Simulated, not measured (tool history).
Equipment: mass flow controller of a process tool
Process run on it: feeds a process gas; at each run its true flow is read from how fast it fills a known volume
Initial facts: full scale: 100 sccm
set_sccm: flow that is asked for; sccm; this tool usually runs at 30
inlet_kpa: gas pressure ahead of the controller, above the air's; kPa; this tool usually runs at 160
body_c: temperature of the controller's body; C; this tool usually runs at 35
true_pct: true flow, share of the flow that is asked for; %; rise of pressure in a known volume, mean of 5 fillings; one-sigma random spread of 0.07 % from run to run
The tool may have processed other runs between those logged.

Run 1, hour 0: usual settings. Result: true_pct 98.51 %.
Run 2, hour 161.3: usual settings. Result: true_pct 98.26 %.
Run 3, hour 300.5: usual settings. Result: true_pct 98.31 %.
Run 4, hour 531.6: usual settings. Result: true_pct 98.3 %.
Run 5, hour 710.6: usual settings. Result: true_pct 98.42 %.
Run 6, hour 872: usual settings but inlet_kpa 170 kPa. Result: true_pct 98.15 %.
Run 7, hour 1162.7: usual settings but inlet_kpa 170 kPa. Result: true_pct 98.29 %.
Run 8, hour 1299.4: usual settings but inlet_kpa 170 kPa. Result: true_pct 98.3 %.
Run 9, hour 1475.1: usual settings but inlet_kpa 170 kPa. Result: true_pct 98.41 %.
Run 10, hour 1671.3: usual settings but set_sccm 23 sccm, inlet_kpa 170 kPa. Result: true_pct 98.39 %.
Run 11, hour 1853.1: usual settings but set_sccm 23 sccm, inlet_kpa 170 kPa. Result: true_pct 98.24 %.
Run 12, hour 1975.1: usual settings but inlet_kpa 165 kPa. Result: true_pct 98.57 %.
Run 13, hour 2247.8: usual settings but inlet_kpa 279 kPa. Result: true_pct 97.72 %.
Run 14, hour 2427.7: usual settings but inlet_kpa 279 kPa. Result: true_pct 97.72 %.
Run 15, hour 2708: usual settings. Result: true_pct 98.48 %.
Run 16, hour 2839.3: usual settings. Result: true_pct 98.64 %.
Run 17, hour 2997.7: usual settings. Result: true_pct 98.63 %.
Run 18, hour 3159: usual settings. Result: true_pct 98.7 %.
Run 19, hour 3424.4: usual settings but set_sccm 13 sccm, inlet_kpa 147 kPa, body_c 28 C. Result: true_pct 98.69 %.
Run 20, hour 3718.2: usual settings but set_sccm 45 sccm. Result: true_pct 98.86 %.
Run 21, hour 3931.9: usual settings but set_sccm 45 sccm. Result: true_pct 98.93 %.
Run 22, hour 4166.2: usual settings but set_sccm 11 sccm, body_c 21 C. Result: true_pct 99.16 %.
Run 23, hour 4448: usual settings but set_sccm 11 sccm, body_c 21 C. Result: true_pct 99.25 %.
Run 24, hour 4667.6: usual settings but set_sccm 33 sccm, inlet_kpa 220 kPa, body_c 24 C. Result: true_pct 99.06 %.
Run 25, hour 4967.7: usual settings but inlet_kpa 158 kPa. Result: true_pct 98.8 %.
Run 26, hour 5141.9: usual settings but set_sccm 35 sccm. Result: true_pct 98.9 %.
Run 27, hour 5371.1: usual settings but set_sccm 78 sccm, body_c 33 C. Result: true_pct 99.69 %.
Run 28, hour 5493.8: usual settings but set_sccm 78 sccm, inlet_kpa 229 kPa, body_c 22 C. Result: true_pct 100.09 %.
Run 29, hour 5686.7: usual settings but inlet_kpa 264 kPa, body_c 29 C. Result: true_pct 98.48 %.
Run 30, hour 5892.7: usual settings but inlet_kpa 264 kPa, body_c 29 C. Result: true_pct 98.63 %.
Run 31, hour 6175.8: usual settings but set_sccm 11 sccm, body_c 24 C. Result: true_pct 99.13 %.
Run 32, hour 6308.7: usual settings but set_sccm 91 sccm. Result: true_pct 100.07 %.

Withheld: 1 entry from between the runs. Position of each, and hidden state at the listed run before versus the listed run after:
Runs 22 to 23: controller's zero set anew (hour 4258.6)
  flow at rest that the sensor doesn't see, % of full scale: 0.002 -> 0; drift of the gauge itself on true_pct, %: 0.37 -> 0.39
  the result without the hidden state subtracted from the measured one, true_pct: +0.39 -> +0.39 %

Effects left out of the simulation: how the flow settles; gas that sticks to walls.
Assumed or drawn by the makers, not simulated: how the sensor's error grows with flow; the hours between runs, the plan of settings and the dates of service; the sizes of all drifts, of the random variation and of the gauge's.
